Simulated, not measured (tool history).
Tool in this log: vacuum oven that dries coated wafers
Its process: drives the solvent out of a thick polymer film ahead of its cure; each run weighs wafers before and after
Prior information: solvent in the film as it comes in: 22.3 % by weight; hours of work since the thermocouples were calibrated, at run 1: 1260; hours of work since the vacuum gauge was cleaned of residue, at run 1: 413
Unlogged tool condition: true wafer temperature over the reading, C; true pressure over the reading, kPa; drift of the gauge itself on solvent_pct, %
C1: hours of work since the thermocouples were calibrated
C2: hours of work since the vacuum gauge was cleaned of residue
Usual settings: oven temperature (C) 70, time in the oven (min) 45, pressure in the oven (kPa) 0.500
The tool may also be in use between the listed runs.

Run 1, hour 0.0: usual settings; C1 1260; C2 413. Result: solvent left in the film (%) 4.92.
Run 2, hour 9.3: usual settings; C1 1265; C2 418. Result: solvent left in the film (%) 4.86.
Run 3, hour 25.4: usual settings but oven temperature (C) 57; C1 1275; C2 428. Result: solvent left in the film (%) 9.40.
Run 4, hour 40.2: usual settings but oven temperature (C) 57, time in the oven (min) 43; C1 1285; C2 437. Result: solvent left in the film (%) 9.83.
Run 5, hour 53.0: usual settings but oven temperature (C) 57, time in the oven (min) 43; C1 1292; C2 445. Result: solvent left in the film (%) 9.84.
Run 6, hour 65.3: usual settings but oven temperature (C) 57, time in the oven (min) 43; C1 1300; C2 453. Result: solvent left in the film (%) 9.92.
Run 7, hour 76.2: usual settings but oven temperature (C) 57, time in the oven (min) 43; C1 1307; C2 460. Result: solvent left in the film (%) 9.62.
Run 8, hour 88.6: usual settings but oven temperature (C) 57, time in the oven (min) 43; C1 1314; C2 467. Result: solvent left in the film (%) 9.76.
Run 9, hour 100.8: usual settings but oven temperature (C) 57, time in the oven (min) 43; C1 1322; C2 475. Result: solvent left in the film (%) 9.55.
Run 10, hour 116.2: usual settings but oven temperature (C) 57, time in the oven (min) 43; C1 1331; C2 484. Result: solvent left in the film (%) 9.86.
Run 11, hour 126.7: usual settings but oven temperature (C) 57, time in the oven (min) 43; C1 1338; C2 491. Result: solvent left in the film (%) 9.58.
Run 12, hour 135.6: usual settings but oven temperature (C) 57, time in the oven (min) 43; C1 1343; C2 496. Result: solvent left in the film (%) 9.87.
Run 13, hour 147.3: usual settings but oven temperature (C) 57, time in the oven (min) 43; C1 1350; C2 503. Result: solvent left in the film (%) 9.66.
Run 14, hour 161.4: usual settings; C1 1359; C2 512. Result: solvent left in the film (%) 5.14.
Run 15, hour 170.9: usual settings; C1 1365; C2 518. Result: solvent left in the film (%) 5.18.
Run 16, hour 178.8: usual settings; C1 1370; C2 523. Result: solvent left in the film (%) 5.10.
Run 17, hour 192.4: usual settings; C1 1378; C2 531. Result: solvent left in the film (%) 5.04.
Run 18, hour 207.3: usual settings; C1 1387; C2 540. Result: solvent left in the film (%) 5.14.
Run 19, hour 221.1: usual settings but pressure in the oven (kPa) 1.038; C1 1396; C2 549. Result: solvent left in the film (%) 5.94.
Run 20, hour 237.8: usual settings but pressure in the oven (kPa) 1.038; C1 1406; C2 559. Result: solvent left in the film (%) 5.95.
Run 21, hour 252.9: usual settings but pressure in the oven (kPa) 1.038; C1 1416; C2 568. Result: solvent left in the film (%) 5.87.
Run 22, hour 267.7: usual settings but pressure in the oven (kPa) 1.038; C1 1425; C2 578. Result: solvent left in the film (%) 5.86.
Run 23, hour 284.5: usual settings but pressure in the oven (kPa) 0.875; C1 1435; C2 588. Result: solvent left in the film (%) 5.73.
At hour 300.8: oven's thermocouples calibrated.
Run 24, hour 301.7: usual settings but time in the oven (min) 49; C1 1; C2 597. Result: solvent left in the film (%) 5.18.
Run 25, hour 314.3: usual settings but time in the oven (min) 49; C1 8; C2 605. Result: solvent left in the film (%) 5.21.
Run 26, hour 330.4: usual settings but time in the oven (min) 49; C1 18; C2 615. Result: solvent left in the film (%) 5.29.
Run 27, hour 345.4: usual settings but time in the oven (min) 49; C1 27; C2 624. Result: solvent left in the film (%) 5.26.
Run 28, hour 354.6: usual settings but oven temperature (C) 82, time in the oven (min) 49, pressure in the oven (kPa) 1.077; C1 33; C2 630. Result: solvent left in the film (%) 2.84.
At hour 366.3: oven's thermocouples calibrated, once more.
Run 29, hour 366.9: usual settings but oven temperature (C) 82, time in the oven (min) 49, pressure in the oven (kPa) 0.541; C1 0; C2 636. Result: solvent left in the film (%) 1.40.
Run 30, hour 374.1: usual settings but oven temperature (C) 82, time in the oven (min) 49, pressure in the oven (kPa) 0.541; C1 5; C2 641. Result: solvent left in the film (%) 1.50.
Run 31, hour 380.8: usual settings but oven temperature (C) 79, time in the oven (min) 65; C1 9; C2 645. Result: solvent left in the film (%) 1.20.
Run 32, hour 394.8: usual settings but oven temperature (C) 79, time in the oven (min) 65; C1 18; C2 653. Result: solvent left in the film (%) 1.33.
Run 33, hour 408.1: usual settings but oven temperature (C) 76, time in the oven (min) 35, pressure in the oven (kPa) 1.799; C1 26; C2 662. Result: solvent left in the film (%) 5.30.
Run 34, hour 424.4: usual settings but oven temperature (C) 76, time in the oven (min) 79, pressure in the oven (kPa) 0.536; C1 36; C2 672. Result: solvent left in the film (%) 1.25.
Run 35, hour 437.3: usual settings but oven temperature (C) 58, time in the oven (min) 31; C1 44; C2 680. Result: solvent left in the film (%) 10.31.
Run 36, hour 452.0: usual settings but pressure in the oven (kPa) 1.068; C1 53; C2 689. Result: solvent left in the film (%) 4.94.
Run 37, hour 461.7: usual settings but pressure in the oven (kPa) 1.068; C1 59; C2 695. Result: solvent left in the film (%) 5.13.
Run 38, hour 473.0: usual settings but oven temperature (C) 77, time in the oven (min) 23, pressure in the oven (kPa) 0.397; C1 66; C2 702. Result: solvent left in the film (%) 6.06.
Run 39, hour 486.6: usual settings but time in the oven (min) 50; C1 74; C2 710. Result: solvent left in the film (%) 3.77.
Run 40, hour 503.2: usual settings but time in the oven (min) 50; C1 84; C2 720. Result: solvent left in the film (%) 3.73.
Run 41, hour 515.6: usual settings but oven temperature (C) 79, time in the oven (min) 33, pressure in the oven (kPa) 1.097; C1 92; C2 728. Result: solvent left in the film (%) 4.06.
Run 42, hour 524.4: usual settings but oven temperature (C) 72, time in the oven (min) 36, pressure in the oven (kPa) 0.682; C1 97; C2 733. Result: solvent left in the film (%) 5.17.
Run 43, hour 534.0: usual settings but oven temperature (C) 64, time in the oven (min) 30, pressure in the oven (kPa) 1.304; C1 103; C2 739. Result: solvent left in the film (%) 9.72.
Run 44, hour 542.2: usual settings but oven temperature (C) 64, time in the oven (min) 30, pressure in the oven (kPa) 1.304; C1 108; C2 744. Result: solvent left in the film (%) 9.81.
Run 45, hour 550.3: usual settings but oven temperature (C) 58, time in the oven (min) 40; C1 113; C2 749. Result: solvent left in the film (%) 9.34.
Run 46, hour 561.6: usual settings but oven temperature (C) 60, time in the oven (min) 40, pressure in the oven (kPa) 1.796; C1 120; C2 756. Result: solvent left in the film (%) 10.85.
Run 47, hour 571.0: usual settings but time in the oven (min) 79, pressure in the oven (kPa) 0.689; C1 126; C2 762. Result: solvent left in the film (%) 2.40.

Forecast each of these 4 alternatives for the next run:
Run A, hour 587.5: usual settings but pressure in the oven (kPa) 0.735; C1 136; C2 772. Result: solvent left in the film (%) ?.
Run B, hour 587.5: usual settings but time in the oven (min) 41, pressure in the oven (kPa) 1.289; C1 136; C2 772. Result: solvent left in the film (%) ?.
Run C, hour 587.5: usual settings but oven temperature (C) 73; C1 136; C2 772. Result: solvent left in the film (%) ?.
Run D, hour 587.5: usual settings but oven temperature (C) 84, time in the oven (min) 59, pressure in the oven (kPa) 0.737; C1 136; C2 772. Result: solvent left in the film (%) ?.

run  solvent left in the film (%)
  A                          4.69
  B                          6.18
  C                          3.60
  D                          1.22
Without the tool's unlogged condition, the same runs would have read:
run  solvent left in the film (%)
  A                          4.00
  B                          5.46
  C                          2.97
  D                          0.84
